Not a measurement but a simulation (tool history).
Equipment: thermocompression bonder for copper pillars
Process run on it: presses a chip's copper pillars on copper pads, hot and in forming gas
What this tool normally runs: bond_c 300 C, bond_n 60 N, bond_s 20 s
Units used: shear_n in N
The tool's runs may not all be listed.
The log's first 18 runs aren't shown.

| run | hour | bond_c | bond_n | bond_s | hours of work since the heater was calibrated | hours of work since the force cell was calibrated | hours of work since the gas filter was changed | shear_n |
|---|---|---|---|---|---|---|---|---|
| 19 | 316.2 | 300 | 60 | 20 | 12 | 314 | 33 | 64.8 |
| 20 | 333.8 | 300 | 60 | 20 | 20 | 322 | 41 | 65.3 |
| 21 | 350.8 | 310 | 70 | 51 | 27 | 329 | 49 | 96.4 |
| 22 | 370.1 | 271 | 41 | 20 | 36 | 338 | 57 | 36 |
| 23 | 381.4 | 271 | 41 | 20 | 41 | 343 | 62 | 35.7 |
| 24 | 397.6 | 271 | 67 | 25 | 48 | 350 | 70 | 61.4 |
| 25 | 416.4 | 274 | 67 | 14 | 57 | 359 | 78 | 50.9 |
| 26 | 439.1 | 274 | 67 | 14 | 67 | 369 | 88 | 51.5 |
| 27 | 454.7 | 274 | 67 | 14 | 74 | 376 | 95 | 51.5 |

Expected results for the next run?
| 28 | 473.5 | 274 | 67 | 14 | 82 | 384 | 104 | ? |

Run 28 came out at shear_n 51.4 N.
The same run, on a tool lacking any hidden state, would have yielded shear_n 50.2 N.
